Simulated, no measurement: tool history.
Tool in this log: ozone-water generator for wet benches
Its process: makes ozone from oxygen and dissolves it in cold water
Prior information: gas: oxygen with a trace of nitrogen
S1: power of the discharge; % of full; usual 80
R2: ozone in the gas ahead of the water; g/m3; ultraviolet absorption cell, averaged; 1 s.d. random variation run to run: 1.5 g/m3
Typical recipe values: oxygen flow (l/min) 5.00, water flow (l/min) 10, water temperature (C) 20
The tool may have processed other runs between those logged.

run 1 hour=0.0 | S1=80 oxygen_flow_(l/min)=5.00 water_flow_(l/min)=10 water_temperature_(C)=20 | dissolved_ozone_(ppm)=43.4 R2=282.5
run 2 hour=48.3 | S1=80 oxygen_flow_(l/min)=5.00 water_flow_(l/min)=9 water_temperature_(C)=20 | dissolved_ozone_(ppm)=46.0 R2=284.8
run 3 hour=112.6 | S1=80 oxygen_flow_(l/min)=5.00 water_flow_(l/min)=10 water_temperature_(C)=20 | dissolved_ozone_(ppm)=43.3 R2=284.7
run 4 hour=156.4 | S1=80 oxygen_flow_(l/min)=5.00 water_flow_(l/min)=10 water_temperature_(C)=20 | dissolved_ozone_(ppm)=43.2 R2=284.1
run 5 hour=199.1 | S1=80 oxygen_flow_(l/min)=5.00 water_flow_(l/min)=10 water_temperature_(C)=18 | dissolved_ozone_(ppm)=44.9 R2=278.6
run 6 hour=266.3 | S1=80 oxygen_flow_(l/min)=5.00 water_flow_(l/min)=10 water_temperature_(C)=18 | dissolved_ozone_(ppm)=44.8 R2=278.4
run 7 hour=330.3 | S1=80 oxygen_flow_(l/min)=5.00 water_flow_(l/min)=10 water_temperature_(C)=20 | dissolved_ozone_(ppm)=43.3 R2=280.2
run 8 hour=369.5 | S1=80 oxygen_flow_(l/min)=5.00 water_flow_(l/min)=10 water_temperature_(C)=20 | dissolved_ozone_(ppm)=43.4 R2=278.5
run 9 hour=412.6 | S1=80 oxygen_flow_(l/min)=5.00 water_flow_(l/min)=10 water_temperature_(C)=20 | dissolved_ozone_(ppm)=43.9 R2=280.6
run 10 hour=471.7 | S1=83 oxygen_flow_(l/min)=5.00 water_flow_(l/min)=10 water_temperature_(C)=20 | dissolved_ozone_(ppm)=44.5 R2=282.7
run 11 hour=516.6 | S1=80 oxygen_flow_(l/min)=5.00 water_flow_(l/min)=10 water_temperature_(C)=20 | dissolved_ozone_(ppm)=43.3 R2=275.4
run 12 hour=595.1 | S1=80 oxygen_flow_(l/min)=5.00 water_flow_(l/min)=7 water_temperature_(C)=20 | dissolved_ozone_(ppm)=51.7 R2=277.7
run 13 hour=651.5 | S1=80 oxygen_flow_(l/min)=5.00 water_flow_(l/min)=7 water_temperature_(C)=20 | dissolved_ozone_(ppm)=52.4 R2=275.6
run 14 hour=711.1 | S1=80 oxygen_flow_(l/min)=5.00 water_flow_(l/min)=10 water_temperature_(C)=20 | dissolved_ozone_(ppm)=43.2 R2=273.6
run 15 hour=769.5 | S1=80 oxygen_flow_(l/min)=5.00 water_flow_(l/min)=10 water_temperature_(C)=20 | dissolved_ozone_(ppm)=43.8 R2=275.7
run 16 hour=822.3 | S1=80 oxygen_flow_(l/min)=5.00 water_flow_(l/min)=10 water_temperature_(C)=20 | dissolved_ozone_(ppm)=43.8 R2=275.5
run 17 hour=885.9 | S1=80 oxygen_flow_(l/min)=5.00 water_flow_(l/min)=10 water_temperature_(C)=20 | dissolved_ozone_(ppm)=42.9 R2=279.2
run 18 hour=927.3 | S1=80 oxygen_flow_(l/min)=5.00 water_flow_(l/min)=10 water_temperature_(C)=20 | dissolved_ozone_(ppm)=43.3 R2=277.4
run 19 hour=996.3 | S1=50 oxygen_flow_(l/min)=3.58 water_flow_(l/min)=10 water_temperature_(C)=20 | dissolved_ozone_(ppm)=31.7 R2=237.3
run 20 hour=1050.7 | S1=50 oxygen_flow_(l/min)=4.55 water_flow_(l/min)=10 water_temperature_(C)=20 | dissolved_ozone_(ppm)=32.4 R2=218.6
run 21 hour=1115.4 | S1=50 oxygen_flow_(l/min)=4.55 water_flow_(l/min)=10 water_temperature_(C)=20 | dissolved_ozone_(ppm)=32.6 R2=215.3
run 22 hour=1167.2 | S1=77 oxygen_flow_(l/min)=5.00 water_flow_(l/min)=10 water_temperature_(C)=14 | dissolved_ozone_(ppm)=47.5 R2=272.8
run 23 hour=1245.7 | S1=77 oxygen_flow_(l/min)=5.00 water_flow_(l/min)=10 water_temperature_(C)=14 | dissolved_ozone_(ppm)=47.6 R2=274.8
run 24 hour=1310.9 | S1=80 oxygen_flow_(l/min)=5.00 water_flow_(l/min)=7 water_temperature_(C)=20 | dissolved_ozone_(ppm)=52.8 R2=277.8
run 25 hour=1369.2 | S1=80 oxygen_flow_(l/min)=5.00 water_flow_(l/min)=7 water_temperature_(C)=20 | dissolved_ozone_(ppm)=51.7 R2=278.6
run 26 hour=1441.6 | S1=80 oxygen_flow_(l/min)=5.00 water_flow_(l/min)=7 water_temperature_(C)=20 | dissolved_ozone_(ppm)=51.7 R2=275.7
run 27 hour=1492.6 | S1=80 oxygen_flow_(l/min)=5.00 water_flow_(l/min)=7 water_temperature_(C)=20 | dissolved_ozone_(ppm)=52.1 R2=274.9
run 28 hour=1573.5 | S1=80 oxygen_flow_(l/min)=5.00 water_flow_(l/min)=7 water_temperature_(C)=20 | dissolved_ozone_(ppm)=51.6 R2=277.9

Put back what was entered between runs (2 entries, withheld): which listed runs does each sit between, and how does the hidden state differ from the listed run before to the listed run after?
Logged between run 16 and run 17: gauge calibrated (hour 827.8)
  drift of the gauge itself on gas_g_m3, %: -2.66 -> -0.19
  measured value less the no-hidden-state value, R2: -8.1 -> -1.1 g/m3
Logged between run 20 and run 21: contactor cleaned (hour 1070.1)
  contactor's efficiency, % of a clean one's: 99.8 -> 100; drift of the gauge itself on gas_g_m3, %: -0.72 -> -0.92
  measured value less the no-hidden-state value, R2: -2.0 -> -2.3 g/m3
